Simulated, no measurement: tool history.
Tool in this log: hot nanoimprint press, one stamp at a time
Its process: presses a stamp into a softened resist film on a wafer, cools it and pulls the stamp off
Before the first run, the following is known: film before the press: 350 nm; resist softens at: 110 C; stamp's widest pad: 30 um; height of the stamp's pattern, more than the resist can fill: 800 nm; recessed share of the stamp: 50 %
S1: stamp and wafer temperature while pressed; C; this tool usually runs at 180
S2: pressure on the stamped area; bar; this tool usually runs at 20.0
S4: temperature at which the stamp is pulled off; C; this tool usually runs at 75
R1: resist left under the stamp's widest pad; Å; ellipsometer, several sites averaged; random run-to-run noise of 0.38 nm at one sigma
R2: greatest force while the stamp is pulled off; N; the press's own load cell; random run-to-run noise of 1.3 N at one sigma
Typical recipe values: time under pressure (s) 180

{"run": 1, "day": 0.0, "S1": 180, "S2": 20.0, "time under pressure (s)": 180, "S4": 75, "R1": 1978, "R2": 214}
{"run": 2, "day": 0.254, "S1": 180, "S2": 20.0, "time under pressure (s)": 180, "S4": 75, "R1": 1988, "R2": 217}
{"run": 3, "day": 0.471, "S1": 180, "S2": 20.0, "time under pressure (s)": 180, "S4": 75, "R1": 1984, "R2": 221}
{"run": 4, "day": 0.862, "S1": 180, "S2": 20.0, "time under pressure (s)": 180, "S4": 75, "R1": 1987, "R2": 221}
{"run": 5, "day": 1.129, "S1": 180, "S2": 32.0, "time under pressure (s)": 180, "S4": 75, "R1": 1560, "R2": 222}
{"day": 1.779, "done": "stamp cleaned and given a new release coat"}
{"run": 6, "day": 1.779, "S1": 180, "S2": 20.0, "time under pressure (s)": 180, "S4": 75, "R1": 1987, "R2": 201}
{"run": 7, "day": 2.238, "S1": 180, "S2": 16.5, "time under pressure (s)": 180, "S4": 75, "R1": 2172, "R2": 204}
{"run": 8, "day": 2.55, "S1": 180, "S2": 16.5, "time under pressure (s)": 180, "S4": 75, "R1": 2172, "R2": 202}
{"run": 9, "day": 2.762, "S1": 180, "S2": 16.5, "time under pressure (s)": 180, "S4": 75, "R1": 2170, "R2": 208}
{"run": 10, "day": 3.05, "S1": 180, "S2": 16.5, "time under pressure (s)": 180, "S4": 75, "R1": 2174, "R2": 209}
{"run": 11, "day": 3.304, "S1": 180, "S2": 20.0, "time under pressure (s)": 180, "S4": 73, "R1": 1991, "R2": 213}
{"run": 12, "day": 3.717, "S1": 180, "S2": 20.0, "time under pressure (s)": 96, "S4": 75, "R1": 2353, "R2": 212}
{"run": 13, "day": 3.967, "S1": 180, "S2": 22.7, "time under pressure (s)": 96, "S4": 75, "R1": 2243, "R2": 213}
{"run": 14, "day": 4.196, "S1": 180, "S2": 22.7, "time under pressure (s)": 96, "S4": 75, "R1": 2250, "R2": 217}
{"run": 15, "day": 4.571, "S1": 180, "S2": 22.7, "time under pressure (s)": 96, "S4": 75, "R1": 2243, "R2": 220}
{"run": 16, "day": 4.771, "S1": 180, "S2": 22.7, "time under pressure (s)": 96, "S4": 75, "R1": 2247, "R2": 220}
{"run": 17, "day": 5.025, "S1": 175, "S2": 22.7, "time under pressure (s)": 232, "S4": 61, "R1": 2001, "R2": 254}
{"run": 18, "day": 5.312, "S1": 175, "S2": 22.7, "time under pressure (s)": 232, "S4": 61, "R1": 2001, "R2": 254}
{"day": 5.571, "done": "plate thermocouple calibrated"}
{"run": 19, "day": 5.708, "S1": 175, "S2": 22.7, "time under pressure (s)": 232, "S4": 61, "R1": 1939, "R2": 254}
{"day": 6.012, "done": "stamp cleaned and given a new release coat"}
{"run": 20, "day": 6.25, "S1": 184, "S2": 20.0, "time under pressure (s)": 306, "S4": 67, "R1": 1470, "R2": 218}
{"run": 21, "day": 6.492, "S1": 168, "S2": 23.8, "time under pressure (s)": 180, "S4": 75, "R1": 2460, "R2": 198}
{"run": 22, "day": 6.846, "S1": 168, "S2": 23.8, "time under pressure (s)": 180, "S4": 75, "R1": 2452, "R2": 203}
{"run": 23, "day": 7.133, "S1": 168, "S2": 23.8, "time under pressure (s)": 180, "S4": 75, "R1": 2458, "R2": 205}
{"run": 24, "day": 7.338, "S1": 184, "S2": 19.7, "time under pressure (s)": 198, "S4": 66, "R1": 1714, "R2": 227}
{"run": 25, "day": 7.696, "S1": 180, "S2": 20.0, "time under pressure (s)": 205, "S4": 75, "R1": 1874, "R2": 207}
{"run": 26, "day": 7.967, "S1": 168, "S2": 27.0, "time under pressure (s)": 205, "S4": 75, "R1": 2274, "R2": 209}
{"run": 27, "day": 8.354, "S1": 168, "S2": 27.0, "time under pressure (s)": 178, "S4": 79, "R1": 2350, "R2": 203}
{"run": 28, "day": 8.679, "S1": 168, "S2": 27.0, "time under pressure (s)": 178, "S4": 79, "R1": 2355, "R2": 206}
{"run": 29, "day": 9.008, "S1": 168, "S2": 13.1, "time under pressure (s)": 318, "S4": 74, "R1": 2684, "R2": 216}
{"run": 30, "day": 9.425, "S1": 180, "S2": 13.3, "time under pressure (s)": 288, "S4": 72, "R1": 2063, "R2": 226}

Branching from run 30: 3 alternative next runs. What would each branch give?
{"run": "A", "day": 9.846, "S1": 191, "S2": 13.3, "time under pressure (s)": 155, "S4": 72, "R1": "?", "R2": "?"}
{"run": "B", "day": 9.846, "S1": 183, "S2": 31.7, "time under pressure (s)": 180, "S4": 75, "R1": "?", "R2": "?"}
{"run": "C", "day": 9.846, "S1": 189, "S2": 20.0, "time under pressure (s)": 271, "S4": 71, "R1": "?", "R2": "?"}

run=A R1=1909 R2=231
run=B R1=1422 R2=225
run=C R1=1344 R2=233
Without the tool's hidden state the same runs would have given:
run=A R1=1893 R2=206
run=B R1=1393 R2=201
run=C R1=1325 R2=207

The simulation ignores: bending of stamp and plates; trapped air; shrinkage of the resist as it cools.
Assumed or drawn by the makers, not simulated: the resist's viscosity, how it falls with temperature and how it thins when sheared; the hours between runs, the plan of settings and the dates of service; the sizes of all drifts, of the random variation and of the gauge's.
